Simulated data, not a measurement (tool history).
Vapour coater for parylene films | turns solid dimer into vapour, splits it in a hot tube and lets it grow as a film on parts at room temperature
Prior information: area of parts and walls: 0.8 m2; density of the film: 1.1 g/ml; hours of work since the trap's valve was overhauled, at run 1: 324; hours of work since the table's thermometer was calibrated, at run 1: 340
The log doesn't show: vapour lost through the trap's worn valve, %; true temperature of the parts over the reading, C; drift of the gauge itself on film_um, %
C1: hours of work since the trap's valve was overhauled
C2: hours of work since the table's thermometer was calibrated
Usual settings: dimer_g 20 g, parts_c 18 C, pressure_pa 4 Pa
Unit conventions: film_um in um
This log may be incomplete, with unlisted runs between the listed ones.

Run 1, hour 0: usual settings; C1 324; C2 340. Result: film_um 11.17 um.
Run 2, hour 7.9: usual settings; C1 329; C2 345. Result: film_um 11.2 um.
Run 3, hour 26.4: usual settings; C1 340; C2 356. Result: film_um 11.08 um.
Run 4, hour 39.8: usual settings but parts_c 23 C; C1 348; C2 364. Result: film_um 9.2 um.
Run 5, hour 52: usual settings but dimer_g 11 g, parts_c 23 C; C1 355; C2 371. Result: film_um 4.99 um.
Run 6, hour 61: usual settings but dimer_g 11 g, parts_c 23 C, pressure_pa 3.27 Pa; C1 361; C2 376. Result: film_um 5.21 um.
Run 7, hour 73.1: usual settings but dimer_g 11 g, parts_c 23 C, pressure_pa 3.27 Pa; C1 368; C2 384. Result: film_um 5.15 um.
Run 8, hour 83.7: usual settings; C1 374; C2 390. Result: film_um 11.1 um.
Run 9, hour 100.9: usual settings but parts_c 13 C; C1 384; C2 400. Result: film_um 13.44 um.
Run 10, hour 112.1: usual settings but parts_c 13 C; C1 391; C2 407. Result: film_um 13.34 um.
Run 11, hour 120.8: usual settings but dimer_g 31 g; C1 396; C2 412. Result: film_um 17.15 um.
Run 12, hour 128.8: usual settings; C1 401; C2 417. Result: film_um 10.95 um.
Run 13, hour 146.6: usual settings; C1 412; C2 427. Result: film_um 11.03 um.
Run 14, hour 154.6: usual settings; C1 416; C2 432. Result: film_um 10.97 um.
Run 15, hour 168.4: usual settings; C1 425; C2 440. Result: film_um 11.08 um.
At hour 176.2: trap's valve overhauled.
Run 16, hour 187.7: usual settings; C1 7; C2 449. Result: film_um 12.13 um.
Run 17, hour 199: usual settings; C1 14; C2 456. Result: film_um 12.07 um.
Run 18, hour 211.5: usual settings but dimer_g 34 g, pressure_pa 2.25 Pa; C1 21; C2 464. Result: film_um 21.78 um.
Run 19, hour 230.7: usual settings but dimer_g 11 g, pressure_pa 11.33 Pa; C1 32; C2 475. Result: film_um 5.74 um.
Run 20, hour 244.4: usual settings but parts_c 16 C, pressure_pa 4.58 Pa; C1 41; C2 483. Result: film_um 12.79 um.
Run 21, hour 260.6: usual settings but dimer_g 19 g, pressure_pa 6.75 Pa; C1 50; C2 493. Result: film_um 10.7 um.
Run 22, hour 274.1: usual settings but dimer_g 9 g, parts_c 11 C, pressure_pa 4.8 Pa; C1 58; C2 501. Result: film_um 6.8 um.
Run 23, hour 282.5: usual settings but dimer_g 29 g, parts_c 21 C, pressure_pa 3.29 Pa; C1 63; C2 506. Result: film_um 15.63 um.
Run 24, hour 299.2: usual settings but parts_c 30 C, pressure_pa 9.57 Pa; C1 73; C2 516. Result: film_um 6.67 um.
At hour 301: table's thermometer calibrated.
Run 25, hour 313.4: usual settings but parts_c 11 C, pressure_pa 3.76 Pa; C1 81; C2 7. Result: film_um 15.86 um.
Run 26, hour 332: usual settings but parts_c 11 C, pressure_pa 3.76 Pa; C1 92; C2 19. Result: film_um 16.03 um.
At hour 338.4: table's thermometer calibrated, once more.
Run 27, hour 343.7: usual settings but pressure_pa 6.23 Pa; C1 99; C2 3. Result: film_um 10.88 um.
Run 28, hour 358.2: usual settings but dimer_g 17 g, parts_c 21 C, pressure_pa 6.23 Pa; C1 107; C2 12. Result: film_um 8.27 um.
Run 29, hour 368.5: usual settings but dimer_g 17 g, parts_c 14 C, pressure_pa 5.71 Pa; C1 114; C2 18. Result: film_um 10.88 um.
Run 30, hour 386.2: usual settings but parts_c 25 C, pressure_pa 10.13 Pa; C1 124; C2 28. Result: film_um 7.79 um.
Run 31, hour 394.9: usual settings but parts_c 25 C, pressure_pa 10.13 Pa; C1 129; C2 34. Result: film_um 7.79 um.
Run 32, hour 409.8: usual settings but parts_c 13 C; C1 138; C2 43. Result: film_um 13.99 um.
Run 33, hour 421.5: usual settings but dimer_g 12 g, parts_c 21 C; C1 145; C2 50. Result: film_um 6.23 um.

Below, some changes in film_um between adjacent runs. For each, the amount present without the hidden state too (settings, incoming material, random variation) and the amount remaining for the hidden state with gauge scatter not shared by both compared results:
Run 11 -> 12: dimer_g 31 -> 20. film_um -6.2 um: hidden state +0.42, all else -6.62.
Run 15 -> 16: trap's valve overhauled. film_um +1.05 um: hidden state +1.13, all else -0.08.
Run 17 -> 18: dimer_g 20 -> 34, pressure_pa 4 -> 2.25. film_um +9.71 um: hidden state +0.19, all else +9.52.
Run 18 -> 19: dimer_g 34 -> 11, pressure_pa 2.25 -> 11.33. film_um -16.04 um: hidden state -0.37, all else -15.67.
Run 24 -> 25: parts_c 30 -> 11, pressure_pa 9.57 -> 3.76, table's thermometer calibrated. film_um +9.19 um: hidden state +0.35, all else +8.84.
Run 26 -> 27: parts_c 11 -> 18, pressure_pa 3.76 -> 6.23, table's thermometer calibrated, once more. film_um -5.15 um: hidden state -0.58, all else -4.57.
